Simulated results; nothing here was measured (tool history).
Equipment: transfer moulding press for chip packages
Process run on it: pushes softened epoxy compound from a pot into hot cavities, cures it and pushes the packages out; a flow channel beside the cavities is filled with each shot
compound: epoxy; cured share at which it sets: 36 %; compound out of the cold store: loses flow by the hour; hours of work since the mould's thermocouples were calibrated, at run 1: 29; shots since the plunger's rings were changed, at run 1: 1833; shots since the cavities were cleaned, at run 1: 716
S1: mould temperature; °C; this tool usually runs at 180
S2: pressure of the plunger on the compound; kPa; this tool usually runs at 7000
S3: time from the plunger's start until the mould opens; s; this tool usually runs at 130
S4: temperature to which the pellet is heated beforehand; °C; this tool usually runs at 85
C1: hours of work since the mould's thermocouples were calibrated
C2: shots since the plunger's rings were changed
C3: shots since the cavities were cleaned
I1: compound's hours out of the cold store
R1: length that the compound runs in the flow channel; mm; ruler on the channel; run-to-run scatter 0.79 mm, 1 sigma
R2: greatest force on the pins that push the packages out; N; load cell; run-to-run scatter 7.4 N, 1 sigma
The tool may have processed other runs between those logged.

run   hour   S1    S2   S3  S4   C1    C2    C3    I1     R1   R2
  1    0.0  180  7000  130  85   29  1833   716   9.5  634.2  465
  2   25.0  173  7000  130  85   48  2129  1012  39.8  544.5  642
      36.3  -- cavities cleaned with cleaning compound and waxed
  3   54.2  173  7000  130  85   69  2455   211  19.6  605.9  740
  4   71.3  180  7000  130  85   83  2657   413  29.1  564.0  523
      78.7  -- plunger's sealing rings changed
  5   97.5  182  7000  130  85  101   222   693  26.4  582.5  514
  6  127.8  182  7000  130  85  124   580  1051  10.0  637.7  502
     136.9  -- cavities cleaned with cleaning compound and waxed
  7  152.6  182  7000  130  85  142   856   186  46.2  523.0  325
  8  182.6  182  7000  130  85  166  1209   539  14.3  616.1  391
  9  216.0  182  7000  130  85  192  1604   934  25.0  581.8  431
 10  231.1  182  7000  130  85  203  1782  1112  17.2  607.7  456
     235.3  -- cavities cleaned with cleaning compound and waxed
     253.2  -- cavities cleaned with cleaning compound and waxed, once more
 11  254.6  182  7000  130  85  219  2024    16  11.9  624.3  309
 12  272.0  180  7000  130  85  233  2230   222  31.9  559.9  360
 13  308.3  180  7000  130  85  261  2659   651  16.9  606.4  453
     315.3  -- plunger's sealing rings changed
 14  331.3  180  7000  130  85  277   190   893  21.0  604.0  459
 15  346.1  180  7440  139  87  288   364  1067  37.7  566.9  445
     354.6  -- cavities cleaned with cleaning compound and waxed
 16  375.3  172  7850  150  77  309   691   244  34.5  601.9  415
 17  411.6  172  7850  150  77  338  1120   673  28.8  619.3  516
 18  434.1  172  7850  150  77  355  1386   939  44.0  568.9  495
     451.1  -- cavities cleaned with cleaning compound and waxed
 19  471.6  172  7850  150  77  383  1812   243  35.3  593.6  442
 20  507.3  172  7850  150  77  410  2233   664  41.8  572.8  499
 21  522.4  172  6550  150  78  422  2412   843  25.6  570.3  511
 22  537.2  180  7000  158  91  434  2585  1016  21.5  591.6  411
     548.5  -- cavities cleaned with cleaning compound and waxed
     554.0  -- plunger's sealing rings changed
 23  569.2  180  7000  158  91  455   179   215  40.5  542.3  334

Estimate the outcome of run 24 from the log above:
 24  584.9  180  8240  141  79  467  365  401  36.2   ?   ?

R1: 602.5 mm
R2: 376 N
Were there no unlogged condition in the tool, this run, its random variation unchanged, would have produced R1 604.2 mm, R2 298 N.

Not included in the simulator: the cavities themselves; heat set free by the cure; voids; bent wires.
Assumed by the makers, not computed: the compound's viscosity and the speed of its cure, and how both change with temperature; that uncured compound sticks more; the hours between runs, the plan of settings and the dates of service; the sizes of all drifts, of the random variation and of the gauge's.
